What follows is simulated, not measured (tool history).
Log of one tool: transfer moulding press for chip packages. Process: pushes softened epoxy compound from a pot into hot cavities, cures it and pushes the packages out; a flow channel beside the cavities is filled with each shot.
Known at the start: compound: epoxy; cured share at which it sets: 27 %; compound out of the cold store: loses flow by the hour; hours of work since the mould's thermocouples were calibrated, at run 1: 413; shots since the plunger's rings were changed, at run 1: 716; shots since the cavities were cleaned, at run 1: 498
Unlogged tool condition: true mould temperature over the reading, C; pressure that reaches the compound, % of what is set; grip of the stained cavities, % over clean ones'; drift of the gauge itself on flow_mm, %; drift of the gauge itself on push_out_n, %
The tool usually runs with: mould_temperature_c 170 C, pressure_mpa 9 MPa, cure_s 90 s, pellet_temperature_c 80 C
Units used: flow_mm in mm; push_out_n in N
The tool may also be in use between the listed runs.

run   hour  mould_temperature_c  pressure_mpa  cure_s  pellet_temperature_c  hours of work since the mould's thermocouples were calibrated  shots since the plunger's rings were changed  shots since the cavities were cleaned  incoming compound's hours out of the cold store  flow_mm  push_out_n
  1      0                  170             9      90                    80                                                            413                                           716                                    498                                             36.5      622         616
  2   17.4                  175             9      90                    80                                                            421                                           888                                    670                                               19      657         473
  3   35.8                  175             9      90                    80                                                            429                                          1069                                    851                                             31.6      619         462
      40.2  -- cavities cleaned with cleaning compound and waxed
  4   58.8                  170             9      90                    80                                                            439                                          1281                                    183                                             13.2      678         669
  5   79.6                  170             9      81                    80                                                            449                                          1487                                    389                                             47.5      586         724
  6   92.2                  170             9      81                    80                                                            455                                          1612                                    514                                             23.7      649         764
  7  103.9                  170             9      81                    80                                                            461                                          1727                                    629                                               27      645         800
  8  115.9                  170             9      81                    80                                                            466                                          1845                                    747                                             32.9      633         772
     129.9  -- cavities cleaned with cleaning compound and waxed
  9  131.3                  170             9      81                    80                                                            473                                          1982                                     13                                             18.9      663         801
 10  140.3                  170             9      90                    80                                                            477                                          2072                                    103                                             22.5      656         603
 11  155.7                  170         10.12     128                    78                                                            484                                          2224                                    255                                             34.5      660         423
 12  165.1                  170         10.12     128                    78                                                            489                                          2317                                    348                                             14.6      707         418
 13  174.2                  163          9.12      98                    80                                                            493                                          2406                                    437                                               32      652         778
 14  195.4                  165          8.31      86                    72                                                            503                                          2616                                    647                                             42.4      587         940
 15  217.1                  166          10.3      90                    78                                                            513                                          2830                                    861                                             37.1      676         764
     220.2  -- cavities cleaned with cleaning compound and waxed
 16  232.3                  170          8.11      90                    74                                                            519                                          2965                                    119                                             15.1      643         641
 17  246.1                  170          8.11      90                    74                                                            526                                          3101                                    255                                             15.9      635         620
 18  263.5                  170          8.11      90                    74                                                            534                                          3273                                    427                                             26.3      611         628

Run 19, settings as shown, results not yet in. Your forecast:
 19  274.2                  166          8.92      90                    80                                                            539                                          3380                                    534                                             27.4        ?           ?

Run 19 came out at flow_mm 650 mm, push_out_n 816 N.
With no hidden state in the tool, this same run would have given flow_mm 651 mm, push_out_n 812 N.
